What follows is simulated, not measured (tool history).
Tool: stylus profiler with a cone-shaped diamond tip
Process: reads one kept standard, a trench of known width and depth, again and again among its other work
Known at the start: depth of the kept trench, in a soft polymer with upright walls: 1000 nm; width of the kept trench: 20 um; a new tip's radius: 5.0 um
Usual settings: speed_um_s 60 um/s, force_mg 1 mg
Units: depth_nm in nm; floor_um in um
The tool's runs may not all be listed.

run     day  speed_um_s  force_mg  depth_nm  floor_um
  1       0          60         1    1007.7      13.4
  2   0.421          60         1   1007.99     13.36
  3   0.883          60         1   1008.01      13.3
  4   1.329          60         1   1008.33     13.36
  5   1.742         166         1   1007.35      12.8
  6   2.642          60         1   1007.63     13.36
  7   3.033          60         1    1008.3     13.34
  8   3.796          60      1.68   1011.76     13.43
  9   4.717          60      1.68   1011.66     13.38
 10   5.617         216         1   1007.64      12.5
 11   6.292         216         1   1008.01     12.48
 12   7.142         155         1    1007.4     12.79
 13   7.804         155         1   1007.81     12.81
 14   8.271          60      0.53   1004.42     13.09
 15   8.679          60      0.53    1004.6     13.06
 16   9.454          60      0.53    1004.4     13.06
 17  10.383          60         1   1007.51     13.21
 18  10.821          60      0.51   1004.12     13.05
 19  11.546          60      0.51   1004.35        13
 20  11.962          60      2.55   1014.95     13.24
 21  12.833          60      2.55   1015.04     13.27
 22  13.279          60      2.55   1014.99     13.22
 23  14.233          60      2.55   1014.53      13.2
 24  15.158          60      2.71   1015.44      13.2
 25  15.646          60      2.71   1015.59     13.18
 26   16.25         165      0.67   1005.59     12.33
 27  16.654          26      2.51   1014.62     13.26

Run 28 comes next. What will it give?
 28  17.554          60      2.24         ?         ?

depth_nm: 1013.34 nm
floor_um: 13.15 um
Without the tool's hidden state the same run would have given depth_nm 1014.77 nm, floor_um 13.8 um.
